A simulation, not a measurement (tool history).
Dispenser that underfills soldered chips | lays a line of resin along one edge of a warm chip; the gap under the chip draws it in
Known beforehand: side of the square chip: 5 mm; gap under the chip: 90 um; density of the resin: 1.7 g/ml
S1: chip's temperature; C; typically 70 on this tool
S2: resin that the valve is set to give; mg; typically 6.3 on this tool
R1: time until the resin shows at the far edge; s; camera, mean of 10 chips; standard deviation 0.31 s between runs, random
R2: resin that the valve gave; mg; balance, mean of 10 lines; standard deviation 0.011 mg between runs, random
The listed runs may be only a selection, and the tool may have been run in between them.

{"run": 1, "hour": 0.0, "S1": 70, "S2": 6.3, "R1": 13.5, "R2": 6.23}
{"run": 2, "hour": 4.9, "S1": 61, "S2": 6.3, "R1": 28.7, "R2": 6.18}
{"hour": 5.6, "done": "new syringe of resin"}
{"run": 3, "hour": 11.3, "S1": 61, "S2": 6.3, "R1": 20.1, "R2": 6.22}
{"run": 4, "hour": 15.4, "S1": 61, "S2": 6.3, "R1": 26, "R2": 6.2}
{"hour": 18.0, "done": "new syringe of resin"}
{"run": 5, "hour": 20.0, "S1": 61, "S2": 6.3, "R1": 16.4, "R2": 6.19}
{"run": 6, "hour": 25.6, "S1": 61, "S2": 6.3, "R1": 22.7, "R2": 6.17}
{"hour": 30.2, "done": "new syringe of resin"}
{"run": 7, "hour": 30.8, "S1": 61, "S2": 6.3, "R1": 15.1, "R2": 6.19}
{"hour": 33.7, "done": "dispensing valve cleaned and set on the balance"}
{"run": 8, "hour": 38.0, "S1": 70, "S2": 6.3, "R1": 13.8, "R2": 6.31}
{"run": 9, "hour": 41.0, "S1": 59, "S2": 6.3, "R1": 28.9, "R2": 6.31}
{"hour": 43.1, "done": "new syringe of resin"}
{"run": 10, "hour": 47.6, "S1": 59, "S2": 6.3, "R1": 21.4, "R2": 6.29}
{"run": 11, "hour": 53.8, "S1": 59, "S2": 6.3, "R1": 30.8, "R2": 6.29}
{"hour": 55.1, "done": "new syringe of resin"}
{"run": 12, "hour": 57.2, "S1": 61, "S2": 6.3, "R1": 17.4, "R2": 6.28}
{"run": 13, "hour": 61.4, "S1": 61, "S2": 6.3, "R1": 21.5, "R2": 6.27}
{"run": 14, "hour": 64.3, "S1": 70, "S2": 6.3, "R1": 15.2, "R2": 6.25}
{"hour": 67.1, "done": "new syringe of resin"}
{"run": 15, "hour": 70.8, "S1": 70, "S2": 6.3, "R1": 11, "R2": 6.25}
{"run": 16, "hour": 77.6, "S1": 70, "S2": 6.3, "R1": 16.5, "R2": 6.22}
{"hour": 79.2, "done": "new syringe of resin"}
{"run": 17, "hour": 82.3, "S1": 70, "S2": 6.3, "R1": 11.2, "R2": 6.22}
{"run": 18, "hour": 86.6, "S1": 80, "S2": 7.06, "R1": 8.3, "R2": 6.98}
{"run": 19, "hour": 90.3, "S1": 70, "S2": 5.84, "R1": 17.2, "R2": 5.79}
{"hour": 91.2, "done": "new syringe of resin"}
{"run": 20, "hour": 95.2, "S1": 68, "S2": 6.39, "R1": 11.8, "R2": 6.32}
{"run": 21, "hour": 100.8, "S1": 58, "S2": 6.23, "R1": 30.1, "R2": 6.15}
{"hour": 103.3, "done": "new syringe of resin"}
{"run": 22, "hour": 105.9, "S1": 70, "S2": 7.79, "R1": 9.9, "R2": 7.67}
{"run": 23, "hour": 110.2, "S1": 84, "S2": 5.68, "R1": 6.4, "R2": 5.6}
{"run": 24, "hour": 114.2, "S1": 59, "S2": 7.59, "R1": 30.2, "R2": 7.47}
{"hour": 115.5, "done": "new syringe of resin"}
{"run": 25, "hour": 119.1, "S1": 59, "S2": 7.59, "R1": 19.6, "R2": 7.46}
{"run": 26, "hour": 123.0, "S1": 57, "S2": 6.53, "R1": 28.5, "R2": 6.41}
{"hour": 127.3, "done": "dispensing valve cleaned and set on the balance"}
{"hour": 128.5, "done": "new syringe of resin"}
{"run": 27, "hour": 129.6, "S1": 67, "S2": 6.21, "R1": 11, "R2": 6.23}
{"run": 28, "hour": 132.6, "S1": 69, "S2": 6.96, "R1": 11.5, "R2": 6.98}
{"run": 29, "hour": 137.2, "S1": 69, "S2": 6.96, "R1": 15.8, "R2": 6.96}
{"hour": 141.0, "done": "new syringe of resin"}
{"run": 30, "hour": 142.5, "S1": 70, "S2": 7.63, "R1": 9.4, "R2": 7.6}
{"run": 31, "hour": 147.2, "S1": 76, "S2": 7.64, "R1": 9.1, "R2": 7.62}
{"hour": 153.3, "done": "new syringe of resin"}
{"run": 32, "hour": 154.6, "S1": 56, "S2": 7.23, "R1": 20.3, "R2": 7.19}
{"run": 33, "hour": 159.2, "S1": 71, "S2": 5.48, "R1": 11.9, "R2": 5.45}
{"run": 34, "hour": 164.4, "S1": 57, "S2": 6.54, "R1": 34.8, "R2": 6.5}

A few steps of R1 between consecutive runs. Split each: what settings, incoming material and random variation would produce without the hidden state, and what is left over for the hidden state, along with gauge scatter present in only one of the two compared results (measured, and without hidden state):
Hidden state present: resin's viscosity, % of fresh resin's; dose that the valve gives, % of what is set; true chip temperature over the reading, C; drift of the gauge itself on fill_s, %; drift of the gauge itself on given_mg, %.
Run 11 -> 12: S1 59 -> 61, new syringe of resin. R1 -13.4 s: hidden state -12.1, all else -1.3.
Run 21 -> 22: S1 58 -> 70, S2 6.23 -> 7.79, new syringe of resin. R1 -20.2 s: hidden state -10.8, all else -9.4.
Run 23 -> 24: S1 84 -> 59, S2 5.68 -> 7.59. R1 +23.8 s: hidden state +11, all else +12.8.
Run 33 -> 34: S1 71 -> 57, S2 5.48 -> 6.54. R1 +22.9 s: hidden state +11.9, all else +11.
